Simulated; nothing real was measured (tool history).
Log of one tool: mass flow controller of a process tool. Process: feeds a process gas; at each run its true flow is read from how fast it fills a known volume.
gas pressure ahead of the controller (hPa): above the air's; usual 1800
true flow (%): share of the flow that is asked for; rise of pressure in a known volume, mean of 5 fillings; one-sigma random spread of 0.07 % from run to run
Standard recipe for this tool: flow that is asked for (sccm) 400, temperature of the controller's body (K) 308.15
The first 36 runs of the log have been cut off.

run    hour  flow that is asked for (sccm)  gas pressure ahead of the controller (hPa)  temperature of the controller's body (K)  true flow (%)
 37  1865.2                             88                                        2110                                    295.15          97.79
 38  1943.9                            410                                        2050                                    300.15         100.07
 39  1982.6                             99                                        1490                                    293.15          97.84
 40  2016.1                             81                                        1490                                    293.15          97.45
 41  2064.5                            498                                        2490                                    300.15          100.7
 42    2114                            400                                        2420                                    305.15          99.78
 43  2190.2                            327                                        1800                                    308.15          99.24
 44  2237.8                            400                                        1610                                    303.15          99.69
 45  2301.3                            316                                        2270                                    308.15          99.13
 46  2364.9                            316                                        2270                                    309.15          99.11

4 ways to go on from here, each from the tool as it stands after run 46. What would each give?
  A  2407.9                            400                                        2280                                    308.15              ?
  B  2407.9                            400                                        1410                                    308.15              ?
  C  2407.9                            316                                        1740                                    309.15              ?
  D  2407.9                            139                                        1800                                    294.15              ?

run  true flow (%)
  A          99.67
  B          99.63
  C             99
  D          98.52
Had the tool no hidden state, the same runs would have come out as:
run  true flow (%)
  A          99.04
  B             99
  C          98.47
  D          98.56

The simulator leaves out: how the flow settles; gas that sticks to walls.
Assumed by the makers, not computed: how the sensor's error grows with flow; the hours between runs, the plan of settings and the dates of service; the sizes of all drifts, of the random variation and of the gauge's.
